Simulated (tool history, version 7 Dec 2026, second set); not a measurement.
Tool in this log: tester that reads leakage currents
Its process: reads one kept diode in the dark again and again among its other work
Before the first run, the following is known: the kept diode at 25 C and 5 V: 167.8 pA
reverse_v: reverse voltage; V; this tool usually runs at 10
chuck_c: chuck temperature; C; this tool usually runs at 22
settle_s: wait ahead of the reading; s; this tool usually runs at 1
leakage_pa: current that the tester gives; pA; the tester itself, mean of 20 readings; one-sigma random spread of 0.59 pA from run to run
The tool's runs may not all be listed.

Run 1, hour 0: usual settings. Result: leakage_pa 170.49 pA.
Run 2, hour 69.9: usual settings but chuck_c 27 C. Result: leakage_pa 255.46 pA.
Run 3, hour 111.4: usual settings but reverse_v 3.3 V. Result: leakage_pa 89.2 pA.
Run 4, hour 143.3: usual settings. Result: leakage_pa 169.92 pA.
Run 5, hour 196.6: usual settings. Result: leakage_pa 170.06 pA.
Run 6, hour 262.1: usual settings but reverse_v 11.2 V. Result: leakage_pa 181.77 pA.
Run 7, hour 296.9: usual settings but reverse_v 11.2 V. Result: leakage_pa 181.78 pA.
Run 8, hour 333.4: usual settings but reverse_v 18.8 V, settle_s 0.32 s. Result: leakage_pa 251.3 pA.
At hour 339.3: chuck's temperature calibrated.
Run 9, hour 395.1: usual settings but settle_s 0.69 s. Result: leakage_pa 156.62 pA.
Run 10, hour 433.5: usual settings but reverse_v 1.8 V, chuck_c 24 C. Result: leakage_pa 68.1 pA.
Run 11, hour 471.1: usual settings but reverse_v 1.7 V. Result: leakage_pa 55.94 pA.
At hour 523.7: chuck's temperature calibrated, once more.
Run 12, hour 540.9: usual settings but reverse_v 15.7 V, chuck_c 37 C, settle_s 4.07 s. Result: leakage_pa 834.8 pA.
Run 13, hour 569.5: usual settings but reverse_v 1.5 V, chuck_c 41 C, settle_s 9.96 s. Result: leakage_pa 293.09 pA.

Alternative continuations, all from the tool just after run 13; predict every row:
Run A, hour 608.8: usual settings but reverse_v 1.5 V, chuck_c 26 C, settle_s 9.96 s. Result: leakage_pa ?.
Run B, hour 608.8: usual settings but reverse_v 5.8 V, chuck_c 35 C, settle_s 2.59 s. Result: leakage_pa ?.
Run C, hour 608.8: usual settings but reverse_v 9.9 V, settle_s 0.96 s. Result: leakage_pa ?.
Run D, hour 608.8: usual settings but reverse_v 2.6 V, chuck_c 41 C, settle_s 0.96 s. Result: leakage_pa ?.
Run E, hour 608.8: usual settings but reverse_v 1.5 V, chuck_c 58 C, settle_s 9.96 s. Result: leakage_pa ?.

run  leakage_pa
  A        91.6
  B      406.45
  C      198.07
  D       402.1
  E      978.42
Stripped of hidden state, with their random variation kept, the same runs would have yielded:
run  leakage_pa
  A       92.06
  B      408.79
  C       194.1
  D      406.58
  E      991.59
